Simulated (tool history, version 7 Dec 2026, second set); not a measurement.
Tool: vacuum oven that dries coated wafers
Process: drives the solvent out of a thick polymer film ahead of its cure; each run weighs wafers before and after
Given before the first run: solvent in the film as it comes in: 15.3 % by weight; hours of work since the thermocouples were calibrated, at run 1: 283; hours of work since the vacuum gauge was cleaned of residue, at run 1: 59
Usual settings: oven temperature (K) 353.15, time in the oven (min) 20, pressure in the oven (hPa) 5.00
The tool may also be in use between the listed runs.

run,hour,oven temperature (K),time in the oven (min),pressure in the oven (hPa),hours of work since the thermocouples were calibrated,hours of work since the vacuum gauge was cleaned of residue,solvent left in the film (%)
1,0.0,353.15,20,5.00,283,59,1.97
2,10.5,353.15,20,5.00,290,67,2.01
3,17.7,345.15,20,5.00,295,71,3.52
4,26.9,345.15,20,5.00,301,78,3.51
5,36.0,345.15,20,5.00,308,84,3.60
6,42.1,345.15,20,9.30,312,88,3.99
7,47.6,353.15,29,5.00,316,92,1.03
8,58.6,356.15,29,5.00,323,100,0.86
9,67.8,353.15,27,5.00,330,106,1.12
10,74.5,353.15,20,5.00,334,111,1.95
11,79.6,353.15,20,3.63,338,114,1.87
12,90.5,353.15,20,3.63,345,122,1.81
13,95.8,353.15,20,8.09,349,125,2.29
14,101.3,353.15,20,13.83,353,129,2.83
15,108.3,353.15,20,14.40,358,134,2.83
16,118.1,353.15,20,14.40,365,141,2.78
17,126.4,353.15,20,14.40,370,147,2.75
18,132.9,353.15,20,14.40,375,151,2.92
19,138.2,353.15,20,14.40,378,155,2.95
20,148.8,353.15,20,5.00,386,162,1.94
21,159.7,353.15,20,5.00,393,170,1.91
22,171.1,353.15,20,5.00,401,177,1.87
23,181.3,353.15,20,5.00,408,184,1.95
24,187.0,353.15,20,18.79,412,188,3.24
25,193.6,339.15,19,10.51,417,193,5.98
26,202.7,339.15,19,10.51,423,199,6.13
27,209.9,338.15,20,7.63,428,204,5.78
28,216.9,352.15,20,3.23,433,209,2.03
29,222.3,361.15,16,7.39,436,213,1.59
# hour 224.9: oven's thermocouples calibrated
30,233.2,345.15,15,4.88,6,219,4.91
31,239.8,353.15,20,17.90,10,224,3.26
32,250.8,353.15,12,2.62,18,231,3.74
33,258.8,343.15,20,5.00,23,237,4.23
34,270.7,364.15,21,5.43,32,245,0.78
# hour 281.3: oven's thermocouples calibrated, once more
35,282.9,364.15,21,5.43,1,252,0.59
36,289.6,353.15,20,12.05,6,256,2.43
37,299.0,353.15,20,12.05,12,263,2.59
38,308.1,353.15,20,12.05,18,269,2.58
39,318.7,358.15,32,6.21,26,277,0.69
40,323.9,353.15,33,2.56,29,280,0.70
41,330.3,353.15,33,2.56,34,285,0.72
42,336.0,356.15,26,3.70,38,289,0.95
43,345.5,362.15,14,5.05,44,295,1.63
44,356.5,365.15,13,5.00,52,303,1.35
45,367.2,365.15,31,4.41,59,310,0.44
46,378.0,348.15,18,2.79,67,318,3.08

Each row is a separate what-if for the run after 46, all from the same tool condition, not one after another. Results?
A,384.2,356.15,14,5.00,71,322,?
B,384.2,348.15,17,2.79,71,322,?
C,384.2,353.15,13,15.35,71,322,?
D,384.2,364.15,18,14.18,71,322,?

run,solvent left in the film (%)
A,2.58
B,3.23
C,4.30
D,1.35
The same runs, with their run-to-run variation unchanged, on a tool lacking any hidden condition would have given:
run,solvent left in the film (%)
A,2.51
B,3.14
C,4.23
D,1.29
